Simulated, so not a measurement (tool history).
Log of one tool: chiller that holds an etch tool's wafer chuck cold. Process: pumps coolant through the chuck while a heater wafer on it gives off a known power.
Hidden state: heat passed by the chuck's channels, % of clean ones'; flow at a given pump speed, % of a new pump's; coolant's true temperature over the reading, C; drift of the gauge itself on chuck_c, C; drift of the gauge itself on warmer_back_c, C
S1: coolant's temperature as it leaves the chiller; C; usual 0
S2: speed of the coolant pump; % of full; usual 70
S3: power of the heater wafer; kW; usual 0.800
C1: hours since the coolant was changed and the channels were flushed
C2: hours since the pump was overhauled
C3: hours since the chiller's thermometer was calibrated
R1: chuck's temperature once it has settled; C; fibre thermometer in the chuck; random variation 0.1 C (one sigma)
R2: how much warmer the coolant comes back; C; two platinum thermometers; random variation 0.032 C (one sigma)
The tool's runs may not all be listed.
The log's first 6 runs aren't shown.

{"run": 7, "hour": 511.1, "S1": 0, "S2": 70, "S3": 0.8, "C1": 194, "C2": 2457, "C3": 505, "R1": 7.0, "R2": 3.61}
{"run": 8, "hour": 559.9, "S1": 0, "S2": 70, "S3": 0.8, "C1": 242, "C2": 2506, "C3": 554, "R1": 7.0, "R2": 3.59}
{"run": 9, "hour": 609.2, "S1": 0, "S2": 60, "S3": 0.8, "C1": 292, "C2": 2555, "C3": 603, "R1": 8.5, "R2": 4.16}
{"run": 10, "hour": 692.0, "S1": 0, "S2": 60, "S3": 0.8, "C1": 374, "C2": 2638, "C3": 686, "R1": 8.1, "R2": 4.29}
{"run": 11, "hour": 754.7, "S1": 0, "S2": 70, "S3": 0.8, "C1": 437, "C2": 2700, "C3": 749, "R1": 7.3, "R2": 3.64}
{"run": 12, "hour": 852.5, "S1": 0, "S2": 67, "S3": 0.8, "C1": 535, "C2": 2798, "C3": 847, "R1": 7.5, "R2": 3.81}
{"run": 13, "hour": 940.1, "S1": 0, "S2": 72, "S3": 0.8, "C1": 623, "C2": 2886, "C3": 934, "R1": 7.0, "R2": 3.51}
{"run": 14, "hour": 1044.4, "S1": 0, "S2": 72, "S3": 0.8, "C1": 727, "C2": 2990, "C3": 1038, "R1": 7.1, "R2": 3.49}
{"run": 15, "hour": 1100.6, "S1": 0, "S2": 70, "S3": 0.8, "C1": 783, "C2": 3046, "C3": 1095, "R1": 7.1, "R2": 3.63}
{"run": 16, "hour": 1180.5, "S1": 0, "S2": 70, "S3": 0.8, "C1": 863, "C2": 3126, "C3": 1175, "R1": 7.2, "R2": 3.68}
{"run": 17, "hour": 1247.8, "S1": 0, "S2": 70, "S3": 0.8, "C1": 930, "C2": 3194, "C3": 1242, "R1": 7.2, "R2": 3.62}
{"run": 18, "hour": 1363.8, "S1": 2, "S2": 82, "S3": 0.8, "C1": 1046, "C2": 3310, "C3": 1358, "R1": 8.4, "R2": 3.13}
{"run": 19, "hour": 1448.7, "S1": 2, "S2": 82, "S3": 0.8, "C1": 1131, "C2": 3395, "C3": 1443, "R1": 8.5, "R2": 3.09}
{"run": 20, "hour": 1559.2, "S1": 2, "S2": 82, "S3": 0.8, "C1": 1242, "C2": 3505, "C3": 1553, "R1": 8.3, "R2": 3.09}
{"run": 21, "hour": 1636.1, "S1": -8, "S2": 73, "S3": 1.075, "C1": 1319, "C2": 3582, "C3": 1630, "R1": 1.8, "R2": 4.77}
{"run": 22, "hour": 1751.0, "S1": -1, "S2": 70, "S3": 0.8, "C1": 1433, "C2": 3697, "C3": 1745, "R1": 6.4, "R2": 3.68}
{"run": 23, "hour": 1821.3, "S1": -1, "S2": 70, "S3": 0.8, "C1": 1504, "C2": 3767, "C3": 1815, "R1": 6.7, "R2": 3.74}
{"run": 24, "hour": 1915.8, "S1": -4, "S2": 68, "S3": 0.57, "C1": 1598, "C2": 3862, "C3": 1910, "R1": 1.4, "R2": 2.72}
{"run": 25, "hour": 2020.0, "S1": 6, "S2": 65, "S3": 1.198, "C1": 1703, "C2": 3966, "C3": 2014, "R1": 18.7, "R2": 6.03}
{"run": 26, "hour": 2120.1, "S1": 0, "S2": 84, "S3": 1.083, "C1": 1803, "C2": 4066, "C3": 2114, "R1": 8.8, "R2": 4.23}
{"run": 27, "hour": 2230.3, "S1": 0, "S2": 84, "S3": 1.083, "C1": 1913, "C2": 4176, "C3": 2224, "R1": 8.9, "R2": 4.27}
{"run": 28, "hour": 2341.5, "S1": 3, "S2": 70, "S3": 0.8, "C1": 2024, "C2": 4287, "C3": 2335, "R1": 10.6, "R2": 3.77}
{"run": 29, "hour": 2455.6, "S1": -1, "S2": 77, "S3": 0.602, "C1": 2138, "C2": 4401, "C3": 2450, "R1": 4.3, "R2": 2.57}
{"run": 30, "hour": 2572.2, "S1": -1, "S2": 77, "S3": 0.602, "C1": 2255, "C2": 4518, "C3": 2566, "R1": 4.3, "R2": 2.6}
{"run": 31, "hour": 2656.4, "S1": -4, "S2": 77, "S3": 0.602, "C1": 2339, "C2": 4602, "C3": 2650, "R1": 1.3, "R2": 2.66}

4 ways to go on from here, each from the tool as it stands after run 31. What would each give?
{"run": "A", "hour": 2753.0, "S1": 10, "S2": 70, "S3": 0.8, "C1": 2435, "C2": 4699, "C3": 2747, "R1": "?", "R2": "?"}
{"run": "B", "hour": 2753.0, "S1": 3, "S2": 77, "S3": 0.762, "C1": 2435, "C2": 4699, "C3": 2747, "R1": "?", "R2": "?"}
{"run": "C", "hour": 2753.0, "S1": -8, "S2": 66, "S3": 0.593, "C1": 2435, "C2": 4699, "C3": 2747, "R1": "?", "R2": "?"}
{"run": "D", "hour": 2753.0, "S1": -4, "S2": 77, "S3": 0.701, "C1": 2435, "C2": 4699, "C3": 2747, "R1": "?", "R2": "?"}

run=A R1=17.9 R2=3.91
run=B R1=9.9 R2=3.29
run=C R1=-1.8 R2=3.06
run=D R1=2.3 R2=3.06
Without the tool's hidden state the same runs would have given:
run=A R1=16.5 R2=3.34
run=B R1=8.8 R2=2.81
run=C R1=-2.8 R2=2.61
run=D R1=1.2 R2=2.61

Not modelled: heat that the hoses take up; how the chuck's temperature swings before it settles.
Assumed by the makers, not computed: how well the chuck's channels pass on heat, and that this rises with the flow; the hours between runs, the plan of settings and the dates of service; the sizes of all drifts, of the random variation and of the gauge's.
